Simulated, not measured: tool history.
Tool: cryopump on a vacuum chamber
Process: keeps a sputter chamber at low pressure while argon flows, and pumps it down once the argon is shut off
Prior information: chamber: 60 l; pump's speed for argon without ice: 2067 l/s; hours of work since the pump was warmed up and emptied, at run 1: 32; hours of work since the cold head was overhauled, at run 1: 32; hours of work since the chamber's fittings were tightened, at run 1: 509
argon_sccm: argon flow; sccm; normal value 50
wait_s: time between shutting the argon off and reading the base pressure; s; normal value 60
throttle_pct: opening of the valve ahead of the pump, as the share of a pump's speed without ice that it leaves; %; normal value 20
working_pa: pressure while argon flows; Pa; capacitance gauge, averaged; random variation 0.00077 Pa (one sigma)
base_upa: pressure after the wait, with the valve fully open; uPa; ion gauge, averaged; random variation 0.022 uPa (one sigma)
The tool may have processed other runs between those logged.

| run | hour | argon_sccm | wait_s | throttle_pct | hours of work since the pump was warmed up and emptied | hours of work since the cold head was overhauled | hours of work since the chamber's fittings were tightened | working_pa | base_upa |
|---|---|---|---|---|---|---|---|---|---|
| 1 | 0 | 50 | 60 | 20 | 32 | 32 | 509 | 0.2079 | 0.69 |
| 2 | 10.7 | 50 | 60 | 20 | 38 | 38 | 515 | 0.2058 | 0.7 |
| 3 | 19.9 | 50 | 279 | 20 | 43 | 43 | 520 | 0.2045 | 0.33 |
| 4 | 28.9 | 50 | 279 | 20 | 48 | 48 | 525 | 0.2075 | 0.33 |
| 5 | 42 | 50 | 279 | 20 | 56 | 56 | 533 | 0.2068 | 0.32 |
| 6 | 58.4 | 50 | 279 | 20 | 65 | 65 | 542 | 0.2057 | 0.33 |
| 7 | 75.9 | 50 | 60 | 20 | 75 | 75 | 552 | 0.2071 | 0.77 |
| 8 | 91.7 | 50 | 60 | 20 | 84 | 84 | 561 | 0.2058 | 0.71 |
| 9 | 100.8 | 50 | 60 | 22 | 90 | 90 | 567 | 0.1882 | 0.71 |
| 10 | 111.3 | 21 | 60 | 33 | 96 | 96 | 573 | 0.0526 | 0.71 |
| 11 | 121.4 | 50 | 182 | 20 | 101 | 101 | 579 | 0.2075 | 0.41 |
| 12 | 130.3 | 24 | 221 | 19 | 107 | 107 | 584 | 0.1045 | 0.38 |
| 13 | 145.8 | 24 | 221 | 19 | 115 | 115 | 593 | 0.1043 | 0.37 |
| 14 | 154.1 | 21 | 162 | 41 | 120 | 120 | 597 | 0.0434 | 0.45 |
| 15 | 166.3 | 50 | 124 | 21 | 127 | 127 | 604 | 0.1985 | 0.5 |
| 16 | 184.1 | 43 | 76 | 29 | 137 | 137 | 615 | 0.1248 | 0.66 |
| 17 | 201.5 | 43 | 23 | 29 | 147 | 147 | 625 | 0.1248 | 1.49 |
| 18 | 209.5 | 29 | 49 | 27 | 152 | 152 | 629 | 0.0897 | 0.82 |

Below are 4 alternative next runs, each starting from the tool's condition after run 18. Predict each:
| A | 226.1 | 50 | 33 | 18 | 162 | 162 | 639 | ? | ? |
| B | 226.1 | 22 | 85 | 28 | 162 | 162 | 639 | ? | ? |
| C | 226.1 | 46 | 47 | 27 | 162 | 162 | 639 | ? | ? |
| D | 226.1 | 32 | 59 | 60 | 162 | 162 | 639 | ? | ? |

| run | working_pa | base_upa |
|---|---|---|
| A | 0.2324 | 1.11 |
| B | 0.0671 | 0.59 |
| C | 0.1446 | 0.92 |
| D | 0.0469 | 0.73 |
The same runs, with their run-to-run variation unchanged, on a tool lacking any hidden condition would have given:
| run | working_pa | base_upa |
|---|---|---|
| A | 0.2273 | 0.98 |
| B | 0.0649 | 0.46 |
| C | 0.1399 | 0.79 |
| D | 0.0436 | 0.61 |
